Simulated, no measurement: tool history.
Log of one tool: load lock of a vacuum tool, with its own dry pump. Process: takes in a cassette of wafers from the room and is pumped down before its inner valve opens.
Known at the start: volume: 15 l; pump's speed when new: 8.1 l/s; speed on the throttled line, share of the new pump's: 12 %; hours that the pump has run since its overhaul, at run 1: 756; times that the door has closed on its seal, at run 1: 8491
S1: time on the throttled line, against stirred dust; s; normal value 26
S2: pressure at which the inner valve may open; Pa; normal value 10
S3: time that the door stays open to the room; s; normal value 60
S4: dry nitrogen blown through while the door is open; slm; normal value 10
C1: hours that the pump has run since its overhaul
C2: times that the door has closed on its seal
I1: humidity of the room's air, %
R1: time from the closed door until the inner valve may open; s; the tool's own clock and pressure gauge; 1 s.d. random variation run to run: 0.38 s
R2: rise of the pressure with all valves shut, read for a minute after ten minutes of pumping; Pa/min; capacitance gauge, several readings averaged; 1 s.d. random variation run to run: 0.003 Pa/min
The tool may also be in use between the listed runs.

run 1 hour=0 | S1=26 S2=10 S3=60 S4=10 | C1=756 C2=8491 | I1=48.3 | R1=39.5 R2=0.129
run 2 hour=157.4 | S1=34 S2=10 S3=60 S4=10 | C1=913 C2=9125 | I1=47.1 | R1=47.2 R2=0.139
run 3 hour=456.6 | S1=34 S2=10 S3=60 S4=10 | C1=1213 C2=10332 | I1=47.1 | R1=47.3 R2=0.161
run 4 hour=739.1 | S1=34 S2=10 S3=60 S4=10 | C1=1495 C2=11471 | I1=44.6 | R1=46.7 R2=0.184
run 5 hour=902.1 | S1=34 S2=10 S3=60 S4=10 | C1=1658 C2=12128 | I1=45.7 | R1=47.5 R2=0.2
run 6 hour=1182.2 | S1=34 S2=10 S3=60 S4=10 | C1=1938 C2=13258 | I1=46.6 | R1=47.2 R2=0.22
run 7 hour=1461.9 | S1=34 S2=10 S3=60 S4=10 | C1=2218 C2=14385 | I1=45.8 | R1=47.5 R2=0.255
run 8 hour=1727.3 | S1=27 S2=10 S3=60 S4=8 | C1=2483 C2=15456 | I1=46.3 | R1=41.3 R2=0.264
run 9 hour=2004.8 | S1=27 S2=10 S3=60 S4=8 | C1=2761 C2=16575 | I1=42.3 | R1=40.8 R2=0.297
run 10 hour=2295.7 | S1=24 S2=8 S3=60 S4=10 | C1=3052 C2=17748 | I1=42.8 | R1=39.4 R2=0.328
run 11 hour=2518 | S1=24 S2=8 S3=60 S4=10 | C1=3274 C2=18644 | I1=48.3 | R1=39.1 R2=0.357
run 12 hour=2703.4 | S1=26 S2=12 S3=82 S4=10 | C1=3459 C2=19392 | I1=40.3 | R1=39.6 R2=0.366

Each row is a separate what-if for the run after 12, all from the same tool condition, not one after another. Results?
run A hour=2892.1 | S1=26 S2=10 S3=29 S4=5 | C1=3648 C2=20153 | I1=45.6 | R1=? R2=?
run B hour=2892.1 | S1=26 S2=15 S3=112 S4=8 | C1=3648 C2=20153 | I1=43.4 | R1=? R2=?
run C hour=2892.1 | S1=26 S2=12 S3=43 S4=17 | C1=3648 C2=20153 | I1=43.3 | R1=? R2=?
run D hour=2892.1 | S1=15 S2=10 S3=60 S4=12 | C1=3648 C2=20153 | I1=44.4 | R1=? R2=?

run=A R1=40.8 R2=0.402
run=B R1=39.6 R2=0.415
run=C R1=40.4 R2=0.385
run=D R1=30.5 R2=0.387
Had the tool no hidden state, the same runs would have come out as:
run=A R1=40.2 R2=0.038
run=B R1=39.1 R2=0.049
run=C R1=39.9 R2=0.023
run=D R1=29.9 R2=0.029
